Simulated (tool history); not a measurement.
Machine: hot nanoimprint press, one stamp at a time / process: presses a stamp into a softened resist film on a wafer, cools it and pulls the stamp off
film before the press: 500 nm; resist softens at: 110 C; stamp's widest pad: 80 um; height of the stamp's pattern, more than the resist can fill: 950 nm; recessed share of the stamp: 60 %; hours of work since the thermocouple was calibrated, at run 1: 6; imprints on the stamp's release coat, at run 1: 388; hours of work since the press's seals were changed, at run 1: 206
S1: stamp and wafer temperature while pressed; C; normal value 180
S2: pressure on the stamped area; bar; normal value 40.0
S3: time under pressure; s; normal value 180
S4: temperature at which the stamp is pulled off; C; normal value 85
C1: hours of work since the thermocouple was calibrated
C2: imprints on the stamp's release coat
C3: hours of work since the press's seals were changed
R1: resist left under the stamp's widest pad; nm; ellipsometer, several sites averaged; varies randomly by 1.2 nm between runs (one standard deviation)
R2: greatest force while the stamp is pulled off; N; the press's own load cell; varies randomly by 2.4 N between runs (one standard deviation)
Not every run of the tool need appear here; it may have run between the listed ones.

run   hour   S1    S2   S3  S4   C1    C2   C3     R1   R2
  1    0.0  180  40.0  180  85    6   388  206  213.8  125
  2   25.3  180  40.0  180  85   25   519  225  216.5  126
  3   54.6  180  40.0  143  85   47   672  247  234.7  132
  4   77.2  180  40.0  143  85   64   790  264  238.7  141
  5  104.4  180  40.0  143  85   84   931  284  237.6  147
  6  119.1  180  37.1  143  85   95  1008  295  245.5  149
  7  136.5  180  37.1  143  85  108  1098  308  246.3  146
  8  159.4  180  37.1  143  85  125  1217  325  246.5  157
     186.7  -- stamp cleaned and given a new release coat
  9  195.3  180  37.1  143  85  148    45  348  248.6  115
 10  219.1  180  37.1  143  85  166   169  366  250.4  123
 11  235.4  180  37.1  143  85  178   253  378  250.7  121
 12  260.3  180  37.1  143  85  196   383  397  255.6  131
 13  292.6  180  40.0  180  85  221   551  421  225.3  128
 14  315.1  180  40.0  180  85  237   668  438  225.0  139
 15  342.1  180  40.0  180  85  258   808  458  228.4  146
 16  357.1  180  40.0  180  85  269   886  469  226.2  148
 17  381.5  184  36.9  179  83  287  1014  487  191.6  164
 18  402.1  184  36.9  179  83  303  1121  503  191.6  158
     414.6  -- plate thermocouple calibrated
 19  419.9  190  36.9  194  79    4  1198  514  124.6  174
 20  434.5  169  40.0  180  74   15  1273  525  368.9  189
     451.2  -- stamp cleaned and given a new release coat
 21  471.8  173  40.0  320  85   38   107  548  254.8  112
 22  494.8  173  33.8  320  85   56   227  565  274.2  116
 23  512.3  174  28.4  320  84   69   318  579  279.6  126
 24  543.0  170  35.4  320  84   92   478  602  319.8  132
 25  557.1  180  31.3  180  82  102   551  612  242.3  136
 26  580.9  180  31.3  180  82  120   675  630  245.9  145
 27  595.0  174  31.3  100  89  131   748  640  376.0  125
 28  613.2  180  54.1  180  85  144   843  654  193.9  141
 29  641.6  188  33.8  247  85  165   991  675  135.1  149
 30  660.3  188  33.8  247  85  179  1088  689  134.8  151

Each run again, without the hidden state but with its own random variation kept:
Hidden conditions of the tool in this case: true temperature over the reading, C; pressure that arrives at the usual setting, %; grip of the stamp's worn release coat, % over a new coat's; drift of the gauge itself on residual_nm, %; drift of the gauge itself on pull_off_n, %.
run     R1   R2
  1  212.1  111
  2  213.9  107
  3  230.8  108
  4  233.8  111
  5  231.6  111
  6  238.9  111
  7  238.9  105
  8  238.2  109
  9  239.1  112
 10  239.8  115
 11  239.5  111
 12  243.1  115
 13  212.2  107
 14  211.1  111
 15  213.3  112
 16  210.6  112
 17  177.7  120
 18  177.0  112
 19  123.6  123
 20  367.0  131
 21  251.3  108
 22  270.1  108
 23  275.3  114
 24  313.1  113
 25  236.2  115
 26  238.9  118
 27  368.8  100
 28  184.5  110
 29  129.2  110
 30  128.5  110

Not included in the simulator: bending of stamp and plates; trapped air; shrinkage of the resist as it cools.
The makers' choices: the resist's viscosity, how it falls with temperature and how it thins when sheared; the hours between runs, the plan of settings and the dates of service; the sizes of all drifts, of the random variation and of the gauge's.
